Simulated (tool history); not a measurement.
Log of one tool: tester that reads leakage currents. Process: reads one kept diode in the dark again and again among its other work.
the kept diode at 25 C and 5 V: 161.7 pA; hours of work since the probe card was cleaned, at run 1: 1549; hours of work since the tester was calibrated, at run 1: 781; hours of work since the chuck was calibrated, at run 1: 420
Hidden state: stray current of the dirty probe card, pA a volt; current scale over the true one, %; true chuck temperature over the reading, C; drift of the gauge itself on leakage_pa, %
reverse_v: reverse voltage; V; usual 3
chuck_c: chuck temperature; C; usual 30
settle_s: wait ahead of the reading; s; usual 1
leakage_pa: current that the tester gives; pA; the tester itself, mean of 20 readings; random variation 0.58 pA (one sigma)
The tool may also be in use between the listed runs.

run    hour  reverse_v  chuck_c  settle_s  hours of work since the probe card was cleaned  hours of work since the tester was calibrated  hours of work since the chuck was calibrated  leakage_pa
  1       0          3       30         1                                            1549                                            781                                           420      192.43
  2    92.4          3       30      0.32                                            1596                                            827                                           466      194.41
  3   138.6          3       30      0.32                                            1619                                            850                                           489      193.76
  4     207          3       53         1                                            1653                                            885                                           524     1098.28
  5   279.1          3       30         1                                            1689                                            921                                           560      192.31
  6   346.9          3       30      0.83                                            1724                                            955                                           594      192.16
  7   446.3          3       21         1                                            1774                                           1005                                           644       91.11
  8   489.4          3       21         1                                            1795                                           1027                                           666       90.75
  9   534.9          3       21      3.02                                            1818                                           1050                                           688       90.24
 10   630.5      17.29       46      0.55                                            1866                                           1098                                           737     1538.81
 11     686       4.64       26      4.06                                            1894                                           1125                                           764      170.25
 12   729.5       4.64       26      4.06                                            1916                                           1147                                           786       169.8
 13   820.8        3.6       35      1.13                                            1962                                           1193                                           832      311.75
 14   894.9       8.64       35       3.7                                            1999                                           1230                                           869      476.19
 15   955.4       8.64       35       3.7                                            2029                                           1261                                           900      477.64
 16  1016.8          3       25      1.77                                            2060                                           1292                                           931      126.71
 17  1119.8          3       25      1.77                                            2112                                           1344                                           982      127.28

Forecast each of these 4 alternatives for the next run:
  A  1173.3          3       53      0.35                                            2139                                           1370                                          1009           ?
  B  1173.3          3       29         1                                            2139                                           1370                                          1009           ?
  C  1173.3      10.34       25      1.77                                            2139                                           1370                                          1009           ?
  D  1173.3          3       30      5.53                                            2139                                           1370                                          1009           ?

run  leakage_pa
  A     1097.27
  B      177.24
  C      230.41
  D      192.57
Without the tool's hidden state the same runs would have given:
run  leakage_pa
  A     1098.52
  B       177.4
  C      230.46
  D      192.76
